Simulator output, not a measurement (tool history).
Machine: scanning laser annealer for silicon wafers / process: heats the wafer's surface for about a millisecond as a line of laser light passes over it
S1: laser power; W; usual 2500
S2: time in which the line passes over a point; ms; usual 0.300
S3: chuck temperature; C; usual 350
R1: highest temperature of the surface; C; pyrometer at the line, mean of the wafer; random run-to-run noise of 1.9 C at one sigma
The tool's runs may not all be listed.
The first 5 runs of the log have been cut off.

| run | day | S1 | S2 | S3 | R1 |
|---|---|---|---|---|---|
| 6 | 11.721 | 2500 | 0.307 | 350 | 1174 |
| 7 | 13.133 | 2500 | 0.307 | 350 | 1169 |
| 8 | 14.508 | 2500 | 0.307 | 350 | 1162 |
| 9 | 15.808 | 2193 | 0.300 | 350 | 1050 |
| 10 | 17.767 | 2193 | 0.300 | 350 | 1052 |
| 11 | 20.312 | 2193 | 0.300 | 350 | 1049 |
| 12 | 21.938 | 2500 | 0.259 | 350 | 1082 |
| 13 | 23.658 | 2251 | 0.300 | 350 | 1064 |
|  | 24.254 | window over the wafer cleaned |
| 14 | 26.017 | 2251 | 0.300 | 350 | 1085 |
| 15 | 27.967 | 2702 | 0.300 | 350 | 1238 |
| 16 | 29.221 | 2702 | 0.300 | 350 | 1236 |
| 17 | 32.188 | 2500 | 0.237 | 350 | 1062 |
| 18 | 34.846 | 2500 | 0.237 | 350 | 1054 |
| 19 | 36.512 | 2500 | 0.237 | 350 | 1052 |
| 20 | 38.354 | 2500 | 0.237 | 350 | 1054 |
| 21 | 40.975 | 2500 | 0.237 | 350 | 1053 |
| 22 | 42.379 | 2500 | 0.269 | 310 | 1064 |

What does the tool deliver on the next run?
| 23 | 44.150 | 2506 | 0.290 | 332 | ? |

{"run 23": {"R1": 1123}}
The same run, on a tool lacking any hidden state, would have yielded R1 1143 C.
